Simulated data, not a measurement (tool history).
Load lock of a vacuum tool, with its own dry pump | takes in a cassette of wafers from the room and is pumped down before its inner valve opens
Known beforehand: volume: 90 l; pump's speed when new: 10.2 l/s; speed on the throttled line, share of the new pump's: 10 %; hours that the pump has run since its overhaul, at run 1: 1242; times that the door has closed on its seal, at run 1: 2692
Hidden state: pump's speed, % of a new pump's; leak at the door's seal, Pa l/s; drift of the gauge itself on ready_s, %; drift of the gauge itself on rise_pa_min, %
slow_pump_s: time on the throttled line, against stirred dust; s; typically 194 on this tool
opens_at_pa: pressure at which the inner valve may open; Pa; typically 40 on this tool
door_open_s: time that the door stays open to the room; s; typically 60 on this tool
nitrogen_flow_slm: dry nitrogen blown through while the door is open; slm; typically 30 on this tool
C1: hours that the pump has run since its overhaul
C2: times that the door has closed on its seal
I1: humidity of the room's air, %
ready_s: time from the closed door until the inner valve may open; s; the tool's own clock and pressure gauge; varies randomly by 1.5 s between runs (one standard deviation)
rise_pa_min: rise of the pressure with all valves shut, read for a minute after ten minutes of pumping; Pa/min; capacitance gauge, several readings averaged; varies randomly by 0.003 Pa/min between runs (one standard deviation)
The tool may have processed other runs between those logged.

Run 1, day 0: usual settings; C1 1242; C2 2692; I1 44.1. Result: ready_s 243.8 s, rise_pa_min 0.027 Pa/min.
Run 2, day 2.438: usual settings; C1 1300; C2 2834; I1 44.7. Result: ready_s 244.1 s, rise_pa_min 0.027 Pa/min.
Run 3, day 5.158: usual settings; C1 1366; C2 2992; I1 43.9. Result: ready_s 246.2 s, rise_pa_min 0.03 Pa/min.
Run 4, day 7.538: usual settings but nitrogen_flow_slm 24 slm; C1 1423; C2 3130; I1 39.9. Result: ready_s 242.9 s, rise_pa_min 0.023 Pa/min.
Run 5, day 11.262: usual settings but nitrogen_flow_slm 24 slm; C1 1512; C2 3346; I1 48.5. Result: ready_s 245.4 s, rise_pa_min 0.028 Pa/min.
Run 6, day 14.858: usual settings; C1 1599; C2 3554; I1 45.1. Result: ready_s 243.6 s, rise_pa_min 0.018 Pa/min.
Run 7, day 17.817: usual settings but door_open_s 43 s; C1 1670; C2 3726; I1 47.5. Result: ready_s 243.7 s, rise_pa_min 0.026 Pa/min.
Run 8, day 20.196: usual settings but door_open_s 43 s; C1 1727; C2 3864; I1 47. Result: ready_s 246.7 s, rise_pa_min 0.031 Pa/min.
Run 9, day 22.642: usual settings but slow_pump_s 137 s; C1 1785; C2 4006; I1 45. Result: ready_s 193.6 s, rise_pa_min 0.022 Pa/min.
Run 10, day 24.992: usual settings; C1 1842; C2 4143; I1 50.2. Result: ready_s 242.9 s, rise_pa_min 0.029 Pa/min.
Run 11, day 27.696: usual settings but door_open_s 50 s; C1 1907; C2 4299; I1 44. Result: ready_s 243.9 s, rise_pa_min 0.029 Pa/min.
Run 12, day 31.608: usual settings but slow_pump_s 122 s; C1 2001; C2 4526; I1 43. Result: ready_s 178.9 s, rise_pa_min 0.024 Pa/min.
Run 13, day 34.188: usual settings but slow_pump_s 122 s; C1 2063; C2 4676; I1 44.7. Result: ready_s 181.1 s, rise_pa_min 0.026 Pa/min.
Run 14, day 36.012: usual settings but slow_pump_s 122 s; C1 2106; C2 4782; I1 48.6. Result: ready_s 179.7 s, rise_pa_min 0.033 Pa/min.
Run 15, day 38.371: usual settings; C1 2163; C2 4919; I1 44.1. Result: ready_s 244.3 s, rise_pa_min 0.024 Pa/min.
Run 16, day 41.838: usual settings; C1 2246; C2 5120; I1 45.9. Result: ready_s 245.4 s, rise_pa_min 0.024 Pa/min.
Run 17, day 44.754: usual settings but door_open_s 230 s, nitrogen_flow_slm 29 slm; C1 2316; C2 5289; I1 44.9. Result: ready_s 249.4 s, rise_pa_min 0.047 Pa/min.
Run 18, day 48.083: usual settings but opens_at_pa 59 Pa, door_open_s 230 s, nitrogen_flow_slm 29 slm; C1 2396; C2 5482; I1 44.1. Result: ready_s 242.4 s, rise_pa_min 0.046 Pa/min.
Run 19, day 50.6: usual settings but opens_at_pa 59 Pa, door_open_s 230 s, nitrogen_flow_slm 29 slm; C1 2456; C2 5628; I1 46.5. Result: ready_s 238.6 s, rise_pa_min 0.049 Pa/min.
Run 20, day 53.1: usual settings but opens_at_pa 59 Pa, door_open_s 230 s, nitrogen_flow_slm 29 slm; C1 2516; C2 5773; I1 42.7. Result: ready_s 241.2 s, rise_pa_min 0.04 Pa/min.
Run 21, day 55.05: usual settings but slow_pump_s 192 s, opens_at_pa 77 Pa, door_open_s 31 s, nitrogen_flow_slm 36 slm; C1 2563; C2 5886; I1 47.9. Result: ready_s 237.2 s, rise_pa_min 0.019 Pa/min.
Run 22, day 56.779: usual settings but slow_pump_s 164 s, opens_at_pa 48 Pa, nitrogen_flow_slm 5 slm; C1 2605; C2 5987; I1 43.9. Result: ready_s 215.9 s, rise_pa_min 0.04 Pa/min.
Run 23, day 60.575: usual settings but slow_pump_s 145 s, nitrogen_flow_slm 21 slm; C1 2696; C2 6207; I1 43.7. Result: ready_s 198.9 s, rise_pa_min 0.028 Pa/min.
Run 24, day 62.804: usual settings but slow_pump_s 145 s, nitrogen_flow_slm 21 slm; C1 2749; C2 6336; I1 42.9. Result: ready_s 201 s, rise_pa_min 0.031 Pa/min.
Run 25, day 65.162: usual settings but door_open_s 87 s, nitrogen_flow_slm 19 slm; C1 2806; C2 6473; I1 46.5. Result: ready_s 243.7 s, rise_pa_min 0.039 Pa/min.
Run 26, day 68.912: usual settings but slow_pump_s 362 s, opens_at_pa 49 Pa, door_open_s 87 s, nitrogen_flow_slm 19 slm; C1 2896; C2 6691; I1 46.4. Result: ready_s 390.9 s, rise_pa_min 0.038 Pa/min.
Run 27, day 70.571: usual settings but slow_pump_s 118 s, opens_at_pa 46 Pa, door_open_s 27 s, nitrogen_flow_slm 7 slm; C1 2936; C2 6787; I1 44.7. Result: ready_s 175.1 s, rise_pa_min 0.027 Pa/min.
Run 28, day 74.046: usual settings but slow_pump_s 283 s, opens_at_pa 46 Pa, door_open_s 49 s, nitrogen_flow_slm 7 slm; C1 3019; C2 6988; I1 46.7. Result: ready_s 322.2 s, rise_pa_min 0.038 Pa/min.
Run 29, day 77.092: usual settings but slow_pump_s 283 s, opens_at_pa 46 Pa, door_open_s 49 s, nitrogen_flow_slm 7 slm; C1 3092; C2 7165; I1 43.6. Result: ready_s 324.6 s, rise_pa_min 0.04 Pa/min.
Run 30, day 80.383: usual settings but slow_pump_s 283 s, opens_at_pa 46 Pa, door_open_s 49 s, nitrogen_flow_slm 7 slm; C1 3171; C2 7356; I1 46.6. Result: ready_s 325 s, rise_pa_min 0.035 Pa/min.
Run 31, day 82.858: usual settings but slow_pump_s 283 s, opens_at_pa 46 Pa, door_open_s 59 s, nitrogen_flow_slm 7 slm; C1 3231; C2 7500; I1 46.3. Result: ready_s 329.6 s, rise_pa_min 0.048 Pa/min.

What if the next run were any one of these 4? Each begins from the tool's condition after run 31:
Run A, day 84.858: usual settings but slow_pump_s 184 s, nitrogen_flow_slm 17 slm; C1 3279; C2 7616; I1 43.8. Result: ready_s ?, rise_pa_min ?.
Run B, day 84.858: usual settings but slow_pump_s 325 s, opens_at_pa 42 Pa, nitrogen_flow_slm 25 slm; C1 3279; C2 7616; I1 43.6. Result: ready_s ?, rise_pa_min ?.
Run C, day 84.858: usual settings but slow_pump_s 114 s, opens_at_pa 61 Pa, door_open_s 59 s, nitrogen_flow_slm 18 slm; C1 3279; C2 7616; I1 45.7. Result: ready_s ?, rise_pa_min ?.
Run D, day 84.858: usual settings but slow_pump_s 113 s, opens_at_pa 46 Pa, door_open_s 59 s, nitrogen_flow_slm 22 slm; C1 3279; C2 7616; I1 42.2. Result: ready_s ?, rise_pa_min ?.

run  ready_s  rise_pa_min
  A    235.5        0.026
  B    362.7        0.031
  C    170.2        0.031
  D    170.7         0.03
The same runs, with their run-to-run variation unchanged, on a tool lacking any hidden condition would have given:
run  ready_s  rise_pa_min
  A    235.5        0.026
  B    362.7        0.031
  C    170.2        0.031
  D    170.7        0.029
